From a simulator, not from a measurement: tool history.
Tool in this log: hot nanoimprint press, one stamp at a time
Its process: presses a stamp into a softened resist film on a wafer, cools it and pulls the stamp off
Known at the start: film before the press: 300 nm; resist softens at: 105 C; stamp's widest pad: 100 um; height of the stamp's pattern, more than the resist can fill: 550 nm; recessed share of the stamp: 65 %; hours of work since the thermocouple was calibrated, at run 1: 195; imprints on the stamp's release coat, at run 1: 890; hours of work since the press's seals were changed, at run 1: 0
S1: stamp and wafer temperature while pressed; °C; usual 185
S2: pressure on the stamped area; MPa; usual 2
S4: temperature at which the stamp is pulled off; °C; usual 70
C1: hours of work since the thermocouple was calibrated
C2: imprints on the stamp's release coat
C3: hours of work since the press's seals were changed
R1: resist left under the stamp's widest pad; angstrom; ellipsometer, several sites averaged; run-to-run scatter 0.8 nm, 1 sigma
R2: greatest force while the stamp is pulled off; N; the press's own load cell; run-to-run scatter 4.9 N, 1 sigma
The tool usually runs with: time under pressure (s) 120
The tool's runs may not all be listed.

run 1 hour=0.0 | S1=185 S2=2 time_under_pressure_(s)=120 S4=70 | C1=195 C2=890 C3=0 | R1=1241 R2=315
run 2 hour=48.4 | S1=185 S2=2 time_under_pressure_(s)=120 S4=70 | C1=225 C2=1101 C3=30 | R1=1238 R2=341
-- hour=72.4 stamp cleaned and given a new release coat
run 3 hour=75.4 | S1=185 S2=2 time_under_pressure_(s)=120 S4=70 | C1=238 C2=13 C3=43 | R1=1257 R2=253
run 4 hour=107.4 | S1=185 S2=2 time_under_pressure_(s)=120 S4=70 | C1=258 C2=153 C3=63 | R1=1249 R2=258
run 5 hour=137.0 | S1=185 S2=2 time_under_pressure_(s)=120 S4=70 | C1=276 C2=281 C3=81 | R1=1271 R2=272
run 6 hour=184.0 | S1=185 S2=2 time_under_pressure_(s)=120 S4=70 | C1=305 C2=486 C3=110 | R1=1260 R2=296
run 7 hour=205.3 | S1=185 S2=2 time_under_pressure_(s)=120 S4=70 | C1=318 C2=578 C3=123 | R1=1266 R2=301
run 8 hour=227.9 | S1=185 S2=2 time_under_pressure_(s)=120 S4=70 | C1=332 C2=677 C3=137 | R1=1269 R2=307
run 9 hour=256.5 | S1=181 S2=2 time_under_pressure_(s)=120 S4=70 | C1=350 C2=801 C3=155 | R1=1536 R2=315
run 10 hour=298.7 | S1=181 S2=2 time_under_pressure_(s)=120 S4=70 | C1=376 C2=985 C3=181 | R1=1519 R2=327
-- hour=335.5 plate thermocouple calibrated
run 11 hour=336.1 | S1=187 S2=2 time_under_pressure_(s)=120 S4=70 | C1=0 C2=1134 C3=202 | R1=1095 R2=336
-- hour=352.0 stamp cleaned and given a new release coat
run 12 hour=375.3 | S1=185 S2=2 time_under_pressure_(s)=120 S4=68 | C1=21 C2=102 C3=223 | R1=1223 R2=260
run 13 hour=416.0 | S1=185 S2=2 time_under_pressure_(s)=120 S4=78 | C1=46 C2=279 C3=248 | R1=1217 R2=207
run 14 hour=457.2 | S1=185 S2=2 time_under_pressure_(s)=120 S4=78 | C1=72 C2=458 C3=273 | R1=1219 R2=217
run 15 hour=501.2 | S1=185 S2=2 time_under_pressure_(s)=120 S4=78 | C1=99 C2=649 C3=300 | R1=1238 R2=239
run 16 hour=549.6 | S1=185 S2=2 time_under_pressure_(s)=120 S4=69 | C1=129 C2=860 C3=330 | R1=1244 R2=337
run 17 hour=593.0 | S1=185 S2=2 time_under_pressure_(s)=120 S4=69 | C1=155 C2=1049 C3=357 | R1=1243 R2=343
-- hour=630.8 stamp cleaned and given a new release coat
run 18 hour=634.0 | S1=185 S2=2 time_under_pressure_(s)=120 S4=69 | C1=177 C2=14 C3=379 | R1=1262 R2=251
run 19 hour=673.6 | S1=185 S2=2 time_under_pressure_(s)=120 S4=69 | C1=201 C2=186 C3=403 | R1=1256 R2=273
run 20 hour=700.6 | S1=174 S2=2 time_under_pressure_(s)=106 S4=70 | C1=218 C2=304 C3=420 | R1=2079 R2=274
run 21 hour=735.5 | S1=174 S2=2 time_under_pressure_(s)=106 S4=70 | C1=240 C2=456 C3=441 | R1=2095 R2=288
run 22 hour=761.8 | S1=185 S2=2 time_under_pressure_(s)=73 S4=67 | C1=256 C2=570 C3=458 | R1=1521 R2=299

For run 23, what comes out?
run 23 hour=799.7 | S1=185 S2=2 time_under_pressure_(s)=73 S4=67 | C1=279 C2=735 C3=481 | R1=? R2=?

{"run 23": {"R1": 1520, "R2": 325}}
If the tool had no hidden condition, the same run with the same run-to-run variation would have returned R1 1419 angstrom, R2 250 N.
